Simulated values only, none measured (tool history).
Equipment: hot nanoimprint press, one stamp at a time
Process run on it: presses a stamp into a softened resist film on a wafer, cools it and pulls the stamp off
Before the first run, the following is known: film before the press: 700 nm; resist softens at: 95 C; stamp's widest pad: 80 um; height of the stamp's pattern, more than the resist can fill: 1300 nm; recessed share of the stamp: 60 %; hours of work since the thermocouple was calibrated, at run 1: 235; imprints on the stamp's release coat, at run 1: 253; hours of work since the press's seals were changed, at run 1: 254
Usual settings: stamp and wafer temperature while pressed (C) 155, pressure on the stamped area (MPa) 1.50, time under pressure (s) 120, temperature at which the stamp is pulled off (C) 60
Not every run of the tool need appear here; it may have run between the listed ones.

run,hour,stamp and wafer temperature while pressed (C),pressure on the stamped area (MPa),time under pressure (s),temperature at which the stamp is pulled off (C),hours of work since the thermocouple was calibrated,imprints on the stamp's release coat,hours of work since the press's seals were changed,resist left under the stamp's widest pad (Å),greatest force while the stamp is pulled off (N)
1,0.0,155,1.50,120,60,235,253,254,3999,199
2,20.4,144,1.50,120,60,247,305,266,5908,210
3,41.4,144,1.50,120,60,259,357,278,5884,208
4,59.5,155,1.50,120,60,269,403,289,4014,204
5,71.4,155,1.50,120,60,276,433,295,3966,201
6,93.7,155,1.77,120,60,289,489,308,3760,202
7,110.7,155,1.50,120,60,299,532,318,4022,213
8,125.7,155,1.50,120,60,308,570,327,4002,205
9,146.6,155,1.50,120,60,320,623,339,3983,216
10,162.3,155,1.50,120,60,329,662,348,4033,215
11,180.7,160,1.39,88,64,340,709,359,3647,201
12,202.4,159,2.19,120,60,352,763,372,2792,212
13,219.1,159,2.19,120,60,362,806,381,2805,212
14,235.2,155,1.36,120,60,372,846,391,4102,221
15,245.1,163,2.24,120,66,377,871,396,2275,188
16,265.6,165,1.50,120,49,389,923,408,2522,280
17,278.2,161,2.28,101,51,397,955,416,2675,280
# hour 292.6: stamp cleaned and given a new release coat
18,305.6,165,1.88,112,60,409,33,428,2312,185
19,316.7,153,1.94,120,47,415,61,434,3902,257

Branching from run 19: 4 alternative next runs. What would each branch give?
A,335.3,155,1.40,186,49,426,108,445,?,?
B,335.3,147,1.94,120,47,426,108,445,?,?
C,335.3,153,1.50,109,68,426,108,445,?,?
D,335.3,155,1.94,120,47,426,108,445,?,?

run,resist left under the stamp's widest pad (Å),greatest force while the stamp is pulled off (N)
A,3485,243
B,5060,253
C,4392,150
D,3585,255
Take away the tool's hidden state, keep each run's random variation, and the runs would have read:
run,resist left under the stamp's widest pad (Å),greatest force while the stamp is pulled off (N)
A,3641,243
B,5222,253
C,4553,152
D,3731,254
